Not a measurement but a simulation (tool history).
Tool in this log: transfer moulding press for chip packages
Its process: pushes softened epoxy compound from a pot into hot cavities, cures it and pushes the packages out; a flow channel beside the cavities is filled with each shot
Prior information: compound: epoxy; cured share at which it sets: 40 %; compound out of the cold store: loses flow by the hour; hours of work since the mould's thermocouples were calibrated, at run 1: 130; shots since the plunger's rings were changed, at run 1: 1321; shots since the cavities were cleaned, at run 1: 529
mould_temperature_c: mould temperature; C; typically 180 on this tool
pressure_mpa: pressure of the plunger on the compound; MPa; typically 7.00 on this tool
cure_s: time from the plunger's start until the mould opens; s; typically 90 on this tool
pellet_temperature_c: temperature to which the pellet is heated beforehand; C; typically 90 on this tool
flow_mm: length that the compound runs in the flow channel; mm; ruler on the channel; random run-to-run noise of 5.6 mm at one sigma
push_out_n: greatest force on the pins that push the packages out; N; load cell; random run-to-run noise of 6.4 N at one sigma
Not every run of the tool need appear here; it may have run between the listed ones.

run   hour  mould_temperature_c  pressure_mpa  cure_s  pellet_temperature_c  hours of work since the mould's thermocouples were calibrated  shots since the plunger's rings were changed  shots since the cavities were cleaned  incoming compound's hours out of the cold store  flow_mm  push_out_n
  1    0.0                  180          7.00      90                    90                                                            130                                          1321                                    529                                             35.7      768         341
  2   16.6                  180          7.00      90                    90                                                            137                                          1462                                    670                                             14.1      831         358
  3   32.9                  180          7.00      90                    90                                                            144                                          1600                                    808                                             22.3      796         367
      35.6  -- cavities cleaned with cleaning compound and waxed
  4   47.3                  180          7.00      90                    90                                                            150                                          1711                                    100                                             22.3      809         271
  5   58.3                  180          5.62      90                    90                                                            155                                          1804                                    193                                             10.9      755         295
  6   66.9                  180          7.00      90                    90                                                            158                                          1877                                    266                                             40.7      758         312
  7   81.6                  180          7.00      81                    90                                                            165                                          2002                                    391                                             10.8      845         409
  8   96.6                  180          7.00      90                    90                                                            171                                          2130                                    519                                             23.9      794         338
  9  116.3                  180          7.00      90                    90                                                            180                                          2297                                    686                                             40.1      749         345
     132.7  -- cavities cleaned with cleaning compound and waxed
 10  132.7                  180          7.00      90                    90                                                            186                                          2424                                      0                                             44.1      731         256
 11  150.2                  180          7.00      90                    93                                                            194                                          2572                                    148                                             12.7      814         286
 12  168.8                  188          6.61      77                    88                                                            202                                          2731                                    307                                             32.0      717         277
 13  184.6                  180          6.17     126                    90                                                            209                                          2865                                    441                                             40.0      691         249
 14  199.3                  172          6.17     126                    96                                                            215                                          2990                                    566                                             47.5      691         304
 15  216.8                  172          6.17     126                    96                                                            223                                          3139                                    715                                             12.2      792         314
     230.4  -- cavities cleaned with cleaning compound and waxed
 16  236.0                  185          7.00     104                    90                                                            231                                          3290                                     48                                             41.0      718         200
     244.6  -- plunger's sealing rings changed
 17  248.0                  181          7.00     104                    99                                                            235                                            29                                    128                                             43.4      756         227
 18  263.9                  180          7.00      86                    90                                                            242                                           164                                    263                                             12.2      852         328
 19  279.9                  187          6.46      90                    91                                                            249                                           301                                    400                                             10.6      802         255
 20  292.9                  180          6.14      90                    90                                                            254                                           411                                    510                                             10.7      799         328
 21  307.7                  180          8.29      90                    80                                                            261                                           537                                    636                                             36.9      853         348
 22  321.6                  175          8.65     121                    99                                                            267                                           655                                    754                                             46.2      846         285

5 ways to go on from here, each from the tool as it stands after run 22. What would each give?
     330.1  -- cavities cleaned with cleaning compound and waxed
  A  340.9                  175          8.65     125                    99                                                            275                                           807                                     92                                             31.2        ?           ?
     330.1  -- cavities cleaned with cleaning compound and waxed
  B  340.9                  180          6.98     111                    92                                                            275                                           807                                     92                                             20.3        ?           ?
     330.1  -- cavities cleaned with cleaning compound and waxed
  C  340.9                  181          7.64      93                    99                                                            275                                           807                                     92                                             27.7        ?           ?
     330.1  -- cavities cleaned with cleaning compound and waxed
  D  340.9                  175          8.65     121                    85                                                            275                                           807                                     92                                             16.0        ?           ?
     330.1  -- cavities cleaned with cleaning compound and waxed
  E  340.9                  175          6.37     121                    86                                                            275                                           807                                     92                                             13.4        ?           ?

run  flow_mm  push_out_n
  A      899         207
  B      822         214
  C      834         243
  D      945         227
  E      815         231
With the hidden condition removed and each run's random variation left untouched, the same runs would have given:
run  flow_mm  push_out_n
  A      914         193
  B      836         200
  C      848         229
  D      961         213
  E      828         217
